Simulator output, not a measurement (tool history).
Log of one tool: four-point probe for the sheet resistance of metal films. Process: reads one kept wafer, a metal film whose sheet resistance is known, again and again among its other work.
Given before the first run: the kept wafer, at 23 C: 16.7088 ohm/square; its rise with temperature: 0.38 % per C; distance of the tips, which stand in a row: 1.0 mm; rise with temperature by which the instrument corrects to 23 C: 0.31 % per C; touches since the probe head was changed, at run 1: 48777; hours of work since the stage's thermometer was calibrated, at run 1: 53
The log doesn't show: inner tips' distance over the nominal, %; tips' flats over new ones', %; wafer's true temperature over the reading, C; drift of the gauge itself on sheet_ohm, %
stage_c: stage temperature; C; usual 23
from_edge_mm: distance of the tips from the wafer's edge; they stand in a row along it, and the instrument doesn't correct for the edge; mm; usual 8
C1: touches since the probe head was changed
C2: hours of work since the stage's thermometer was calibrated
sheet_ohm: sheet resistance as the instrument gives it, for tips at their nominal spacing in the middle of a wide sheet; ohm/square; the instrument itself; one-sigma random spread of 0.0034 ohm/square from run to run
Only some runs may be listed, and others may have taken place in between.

{"run": 1, "hour": 0.0, "stage_c": 23, "from_edge_mm": 8, "C1": 48777, "C2": 53, "sheet_ohm": 16.849962}
{"run": 2, "hour": 89.1, "stage_c": 21, "from_edge_mm": 8, "C1": 54327, "C2": 122, "sheet_ohm": 16.819819}
{"run": 3, "hour": 182.8, "stage_c": 21, "from_edge_mm": 8, "C1": 60164, "C2": 196, "sheet_ohm": 16.822221}
{"run": 4, "hour": 235.6, "stage_c": 26, "from_edge_mm": 8, "C1": 63454, "C2": 237, "sheet_ohm": 16.886067}
{"run": 5, "hour": 306.6, "stage_c": 24, "from_edge_mm": 8, "C1": 67876, "C2": 293, "sheet_ohm": 16.862991}
{"run": 6, "hour": 423.9, "stage_c": 30, "from_edge_mm": 8, "C1": 75183, "C2": 385, "sheet_ohm": 16.93846}
{"run": 7, "hour": 533.8, "stage_c": 30, "from_edge_mm": 8, "C1": 82030, "C2": 471, "sheet_ohm": 16.937722}
{"run": 8, "hour": 583.5, "stage_c": 30, "from_edge_mm": 8, "C1": 85131, "C2": 510, "sheet_ohm": 16.942921}
{"run": 9, "hour": 697.1, "stage_c": 30, "from_edge_mm": 8, "C1": 92207, "C2": 599, "sheet_ohm": 16.938495}
{"run": 10, "hour": 775.0, "stage_c": 30, "from_edge_mm": 8, "C1": 97059, "C2": 660, "sheet_ohm": 16.941009}
{"run": 11, "hour": 873.0, "stage_c": 30, "from_edge_mm": 8, "C1": 103162, "C2": 737, "sheet_ohm": 16.943197}
{"run": 12, "hour": 965.9, "stage_c": 23, "from_edge_mm": 59, "C1": 108949, "C2": 810, "sheet_ohm": 16.711229}
{"hour": 1032.9, "done": "new probe head fitted"}
{"run": 13, "hour": 1040.1, "stage_c": 23, "from_edge_mm": 59, "C1": 448, "C2": 868, "sheet_ohm": 16.706965}
{"run": 14, "hour": 1120.0, "stage_c": 23, "from_edge_mm": 59, "C1": 5428, "C2": 930, "sheet_ohm": 16.713236}
{"run": 15, "hour": 1236.2, "stage_c": 23, "from_edge_mm": 8, "C1": 12664, "C2": 1021, "sheet_ohm": 16.853216}
{"run": 16, "hour": 1323.2, "stage_c": 23, "from_edge_mm": 8, "C1": 18083, "C2": 1090, "sheet_ohm": 16.849579}
{"run": 17, "hour": 1405.4, "stage_c": 23, "from_edge_mm": 8, "C1": 23209, "C2": 1154, "sheet_ohm": 16.846155}
{"run": 18, "hour": 1457.4, "stage_c": 23, "from_edge_mm": 8, "C1": 26443, "C2": 1195, "sheet_ohm": 16.851026}
{"hour": 1501.6, "done": "stage's thermometer calibrated"}
{"run": 19, "hour": 1549.3, "stage_c": 25, "from_edge_mm": 8, "C1": 32141, "C2": 37, "sheet_ohm": 16.87742}
{"run": 20, "hour": 1611.4, "stage_c": 25, "from_edge_mm": 8, "C1": 36008, "C2": 86, "sheet_ohm": 16.87435}
{"run": 21, "hour": 1700.1, "stage_c": 25, "from_edge_mm": 8, "C1": 41535, "C2": 156, "sheet_ohm": 16.881287}
{"run": 22, "hour": 1806.5, "stage_c": 25, "from_edge_mm": 8, "C1": 48166, "C2": 239, "sheet_ohm": 16.871421}
{"run": 23, "hour": 1916.8, "stage_c": 22, "from_edge_mm": 8, "C1": 55036, "C2": 326, "sheet_ohm": 16.83195}
{"run": 24, "hour": 1993.0, "stage_c": 23, "from_edge_mm": 26, "C1": 59780, "C2": 385, "sheet_ohm": 16.727103}
{"run": 25, "hour": 2087.6, "stage_c": 34, "from_edge_mm": 12, "C1": 65676, "C2": 460, "sheet_ohm": 16.918461}
{"run": 26, "hour": 2185.9, "stage_c": 34, "from_edge_mm": 12, "C1": 71800, "C2": 537, "sheet_ohm": 16.913901}
{"run": 27, "hour": 2237.2, "stage_c": 34, "from_edge_mm": 12, "C1": 74997, "C2": 577, "sheet_ohm": 16.908113}
{"run": 28, "hour": 2343.2, "stage_c": 34, "from_edge_mm": 12, "C1": 81602, "C2": 660, "sheet_ohm": 16.912293}
{"run": 29, "hour": 2448.8, "stage_c": 34, "from_edge_mm": 12, "C1": 88179, "C2": 743, "sheet_ohm": 16.909971}
{"run": 30, "hour": 2533.8, "stage_c": 31, "from_edge_mm": 35, "C1": 93475, "C2": 810, "sheet_ohm": 16.816098}
{"run": 31, "hour": 2623.4, "stage_c": 26, "from_edge_mm": 11, "C1": 99054, "C2": 880, "sheet_ohm": 16.828714}
{"run": 32, "hour": 2729.2, "stage_c": 22, "from_edge_mm": 11, "C1": 105645, "C2": 963, "sheet_ohm": 16.771455}
{"run": 33, "hour": 2840.2, "stage_c": 28, "from_edge_mm": 21, "C1": 112562, "C2": 1050, "sheet_ohm": 16.792065}
{"hour": 2850.5, "done": "new probe head fitted"}
{"run": 34, "hour": 2924.0, "stage_c": 30, "from_edge_mm": 11, "C1": 4578, "C2": 1115, "sheet_ohm": 16.873189}
{"run": 35, "hour": 2980.3, "stage_c": 35, "from_edge_mm": 3, "C1": 8084, "C2": 1159, "sheet_ohm": 17.81502}
{"run": 36, "hour": 3047.3, "stage_c": 27, "from_edge_mm": 5, "C1": 12258, "C2": 1211, "sheet_ohm": 17.111144}
{"hour": 3074.1, "done": "stage's thermometer calibrated"}
{"run": 37, "hour": 3103.4, "stage_c": 30, "from_edge_mm": 27, "C1": 15726, "C2": 23, "sheet_ohm": 16.808609}
{"run": 38, "hour": 3191.1, "stage_c": 28, "from_edge_mm": 18, "C1": 21189, "C2": 92, "sheet_ohm": 16.799796}
{"run": 39, "hour": 3275.2, "stage_c": 19, "from_edge_mm": 19, "C1": 26428, "C2": 158, "sheet_ohm": 16.677707}
{"run": 40, "hour": 3367.9, "stage_c": 22, "from_edge_mm": 19, "C1": 32203, "C2": 230, "sheet_ohm": 16.719713}
{"run": 41, "hour": 3425.8, "stage_c": 20, "from_edge_mm": 28, "C1": 35809, "C2": 276, "sheet_ohm": 16.681289}
{"run": 42, "hour": 3484.2, "stage_c": 32, "from_edge_mm": 29, "C1": 39449, "C2": 322, "sheet_ohm": 16.83338}
{"run": 43, "hour": 3592.4, "stage_c": 30, "from_edge_mm": 22, "C1": 46185, "C2": 406, "sheet_ohm": 16.813946}
{"run": 44, "hour": 3659.5, "stage_c": 30, "from_edge_mm": 22, "C1": 50366, "C2": 459, "sheet_ohm": 16.816177}
{"run": 45, "hour": 3732.9, "stage_c": 21, "from_edge_mm": 34, "C1": 54940, "C2": 517, "sheet_ohm": 16.69094}

Each row is a separate what-if for the run after 45, all from the same tool condition, not one after another. Results?
{"run": "A", "hour": 3851.7, "stage_c": 27, "from_edge_mm": 34, "C1": 62343, "C2": 610, "sheet_ohm": "?"}
{"run": "B", "hour": 3851.7, "stage_c": 29, "from_edge_mm": 33, "C1": 62343, "C2": 610, "sheet_ohm": "?"}
{"run": "C", "hour": 3851.7, "stage_c": 35, "from_edge_mm": 5, "C1": 62343, "C2": 610, "sheet_ohm": "?"}
{"run": "D", "hour": 3851.7, "stage_c": 21, "from_edge_mm": 5, "C1": 62343, "C2": 610, "sheet_ohm": "?"}

run=A sheet_ohm=16.768101
run=B sheet_ohm=16.800408
run=C sheet_ohm=17.220484
run=D sheet_ohm=17.030651
Without the tool's hidden state the same runs would have given:
run=A sheet_ohm=16.766149
run=B sheet_ohm=16.798454
run=C sheet_ohm=17.218487
run=D sheet_ohm=17.028669
